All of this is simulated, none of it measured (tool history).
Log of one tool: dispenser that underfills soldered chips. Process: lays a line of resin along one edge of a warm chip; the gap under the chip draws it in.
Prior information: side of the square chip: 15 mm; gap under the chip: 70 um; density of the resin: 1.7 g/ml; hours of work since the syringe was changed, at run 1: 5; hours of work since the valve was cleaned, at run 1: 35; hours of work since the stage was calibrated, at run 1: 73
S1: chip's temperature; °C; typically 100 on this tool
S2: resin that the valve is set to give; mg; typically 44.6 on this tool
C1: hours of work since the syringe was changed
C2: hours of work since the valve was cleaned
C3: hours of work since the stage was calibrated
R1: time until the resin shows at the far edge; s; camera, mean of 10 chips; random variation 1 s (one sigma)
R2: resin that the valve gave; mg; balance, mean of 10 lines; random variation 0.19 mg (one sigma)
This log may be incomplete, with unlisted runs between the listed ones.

run   hour   S1    S2  C1   C2   C3     R1     R2
  1    0.0  100  44.6   5   35   73  155.5  43.21
  2    4.5  100  44.6   8   38   76  199.6  43.11
       5.3  -- new syringe of resin
  3   10.0  100  44.6   3   42   80  125.5  42.75
  4   15.1  113  44.6   7   46   84  116.6  42.74
      18.1  -- new syringe of resin
  5   20.4  113  44.6   2   49   87   77.0  42.63
  6   25.3  105  44.6   5   52   90  127.3  42.37
  7   30.3  105  44.6   8   56   94  169.8  42.17
      31.1  -- new syringe of resin
  8   34.3  105  44.6   2   58   96  101.5  41.82
  9   39.4  100  44.6   6   62  100  157.9  42.01
      44.1  -- new syringe of resin
 10   46.4  100  44.6   2   67  105  114.3  41.76
 11   51.4  100  44.6   5   70  108  148.8  41.69
 12   55.5  100  44.6   8   73  111  187.0  41.53
      57.1  -- new syringe of resin
 13   61.6  100  44.6   3   77  115  125.1  41.48
 14   67.3  108  49.8   7   81  119  137.2  45.76
      70.2  -- new syringe of resin
 15   71.4   86  49.6   1   83  121  161.9  45.90
 16   79.4  111  40.9   6   89  127  122.5  37.26
      83.3  -- new syringe of resin
 17   87.5  102  39.6   3   94  132  125.0  36.18
 18   93.7  112  47.1   7   99  137  127.8  42.43
      96.6  -- new syringe of resin
 19  100.4  112  47.1   3  103  141   85.9  42.45
 20  106.1  112  47.1   7  107  145  119.6  42.40
     109.5  -- new syringe of resin
 21  111.1  102  38.7   1  110  148  108.5  34.74

The next listed run, before its measurement:
 22  119.3  102  38.7   7  116  154   ?   ?

For run 22 the tool returned R1 170.8 s, R2 34.25 mg.
With no hidden state in the tool, this same run would have given R1 92.0 s, R2 38.48 mg.

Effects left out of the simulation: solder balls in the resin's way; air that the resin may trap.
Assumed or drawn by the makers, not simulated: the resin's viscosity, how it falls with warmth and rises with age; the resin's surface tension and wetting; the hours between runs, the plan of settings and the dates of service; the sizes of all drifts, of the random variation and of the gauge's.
